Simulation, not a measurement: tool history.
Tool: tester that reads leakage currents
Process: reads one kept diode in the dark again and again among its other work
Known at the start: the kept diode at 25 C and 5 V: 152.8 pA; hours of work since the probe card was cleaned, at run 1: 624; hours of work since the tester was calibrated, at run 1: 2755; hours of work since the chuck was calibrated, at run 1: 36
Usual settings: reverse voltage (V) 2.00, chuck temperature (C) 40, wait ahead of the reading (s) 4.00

run,hour,reverse voltage (V),chuck temperature (C),wait ahead of the reading (s),hours of work since the probe card was cleaned,hours of work since the tester was calibrated,hours of work since the chuck was calibrated,current that the tester gives (pA)
1,0.0,2.00,40,4.00,624,2755,36,305.53
2,131.3,13.21,40,4.00,682,2813,95,804.37
3,219.3,13.21,40,4.00,721,2852,134,803.64
4,308.5,13.21,53,4.00,761,2892,174,1985.10
5,476.1,13.21,53,4.00,836,2967,248,1989.38
6,616.9,10.21,40,4.00,899,3029,311,709.15
7,721.3,2.00,40,4.00,945,3076,358,308.23
8,879.0,2.00,40,4.00,1015,3146,428,310.84
9,1045.6,2.00,40,4.00,1090,3220,502,312.14
10,1194.4,2.00,40,4.00,1156,3287,568,313.20
11,1289.5,2.00,40,4.00,1198,3329,611,313.30
12,1366.6,2.00,40,4.00,1233,3363,645,314.97
13,1468.3,2.00,40,4.00,1278,3409,690,314.71
14,1617.0,2.00,40,4.00,1344,3475,756,317.67
15,1780.0,2.00,40,4.00,1417,3547,829,317.14
16,1873.4,2.00,40,4.00,1458,3589,871,317.15
# hour 1978.5: tester calibrated
17,2027.8,2.00,40,4.00,1526,22,939,312.85
18,2148.2,2.00,40,4.00,1580,76,992,312.94
19,2225.6,2.00,40,4.00,1614,110,1027,313.91
20,2319.7,2.00,40,4.00,1656,152,1069,316.77
21,2460.9,11.36,33,4.00,1719,215,1131,458.38
22,2541.5,3.65,46,4.85,1755,251,1167,652.71
23,2636.7,2.00,34,0.54,1797,293,1210,204.28
24,2753.2,2.00,47,0.54,1849,345,1262,520.63
# hour 2815.1: probe card cleaned and baked
25,2873.3,2.00,47,0.54,26,397,1314,523.13
26,3003.2,1.20,22,5.80,84,455,1372,61.65
27,3160.6,8.16,47,0.80,154,525,1442,1077.19
28,3278.2,1.56,47,1.18,206,578,1494,460.33
# hour 3368.3: chuck's temperature calibrated
29,3391.4,1.56,47,1.18,256,627,10,437.33
30,3469.2,3.06,47,0.68,290,662,45,619.51
31,3570.5,13.91,48,0.35,336,707,90,1439.89
32,3642.4,3.86,33,1.07,368,739,122,252.30

Forecast run 33:
33,3814.7,18.23,58,0.60,444,816,199,?

{"run 33": {"current that the tester gives (pA)": 3225.76}}
Without the tool's hidden state the same run would have given current that the tester gives (pA) 3179.47.

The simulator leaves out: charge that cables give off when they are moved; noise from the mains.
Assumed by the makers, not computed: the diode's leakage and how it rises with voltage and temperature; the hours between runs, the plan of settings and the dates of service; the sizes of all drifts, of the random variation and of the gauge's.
